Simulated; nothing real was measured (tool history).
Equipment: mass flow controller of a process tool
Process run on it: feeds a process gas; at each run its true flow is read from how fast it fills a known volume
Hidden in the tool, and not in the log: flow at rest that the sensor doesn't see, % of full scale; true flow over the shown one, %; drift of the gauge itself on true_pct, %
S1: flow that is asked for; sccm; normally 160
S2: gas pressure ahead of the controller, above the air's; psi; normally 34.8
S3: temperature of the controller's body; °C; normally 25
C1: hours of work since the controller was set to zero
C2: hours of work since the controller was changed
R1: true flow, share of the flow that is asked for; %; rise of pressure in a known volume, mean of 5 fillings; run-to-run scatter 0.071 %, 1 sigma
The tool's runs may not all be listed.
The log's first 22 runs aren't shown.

run 23 day=56.242 | S1=160 S2=34.8 S3=30 | C1=4722 C2=4722 | R1=99.85
run 24 day=57.921 | S1=105 S2=34.8 S3=22 | C1=4738 C2=4738 | R1=98.93
run 25 day=61.171 | S1=60 S2=34.8 S3=33 | C1=4768 C2=4768 | R1=98.57
run 26 day=63.262 | S1=160 S2=29.2 S3=25 | C1=4788 C2=4788 | R1=99.40
run 27 day=66.104 | S1=160 S2=29.2 S3=39 | C1=4814 C2=4814 | R1=99.84
run 28 day=69.379 | S1=160 S2=26.0 S3=34 | C1=4845 C2=4845 | R1=99.56
run 29 day=72.250 | S1=77 S2=26.0 S3=34 | C1=4872 C2=4872 | R1=98.50
run 30 day=74.321 | S1=160 S2=39.9 S3=36 | C1=4891 C2=4891 | R1=100.18
run 31 day=76.092 | S1=28 S2=39.9 S3=36 | C1=4907 C2=4907 | R1=98.44
run 32 day=80.021 | S1=133 S2=34.8 S3=24 | C1=4944 C2=4944 | R1=99.20
run 33 day=83.217 | S1=24 S2=34.8 S3=28 | C1=4974 C2=4974 | R1=98.11
run 34 day=85.929 | S1=24 S2=34.8 S3=21 | C1=4999 C2=4999 | R1=97.87
run 35 day=88.017 | S1=97 S2=35.7 S3=39 | C1=5019 C2=5019 | R1=99.41
run 36 day=91.904 | S1=144 S2=25.1 S3=35 | C1=5055 C2=5055 | R1=99.34
run 37 day=93.833 | S1=35 S2=26.3 S3=25 | C1=5073 C2=5073 | R1=97.92
run 38 day=96.546 | S1=35 S2=26.3 S3=25 | C1=5098 C2=5098 | R1=97.86
run 39 day=99.679 | S1=178 S2=26.5 S3=25 | C1=5128 C2=5128 | R1=99.58
run 40 day=102.350 | S1=178 S2=26.5 S3=25 | C1=5152 C2=5152 | R1=99.65
run 41 day=104.767 | S1=66 S2=34.8 S3=35 | C1=5175 C2=5175 | R1=98.92
run 42 day=107.429 | S1=66 S2=25.4 S3=39 | C1=5200 C2=5200 | R1=98.51
run 43 day=109.175 | S1=59 S2=25.4 S3=37 | C1=5216 C2=5216 | R1=98.51
run 44 day=111.908 | S1=59 S2=25.4 S3=37 | C1=5242 C2=5242 | R1=98.42
run 45 day=114.917 | S1=59 S2=25.4 S3=37 | C1=5270 C2=5270 | R1=98.36
run 46 day=117.762 | S1=160 S2=38.4 S3=32 | C1=5296 C2=5296 | R1=99.96

Predict each of these 5 candidate next runs independently; none follows another, all start after run 46:
run A day=119.538 | S1=160 S2=29.3 S3=27 | C1=5313 C2=5313 | R1=?
run B day=119.538 | S1=25 S2=33.4 S3=32 | C1=5313 C2=5313 | R1=?
run C day=119.538 | S1=191 S2=26.7 S3=25 | C1=5313 C2=5313 | R1=?
run D day=119.538 | S1=170 S2=29.7 S3=31 | C1=5313 C2=5313 | R1=?
run E day=119.538 | S1=50 S2=23.9 S3=21 | C1=5313 C2=5313 | R1=?

run=A R1=99.61
run=B R1=98.12
run=C R1=99.74
run=D R1=99.81
run=E R1=97.83
Without the tool's unlogged condition, the same runs would have read:
run=A R1=99.66
run=B R1=98.10
run=C R1=99.79
run=D R1=99.85
run=E R1=97.84
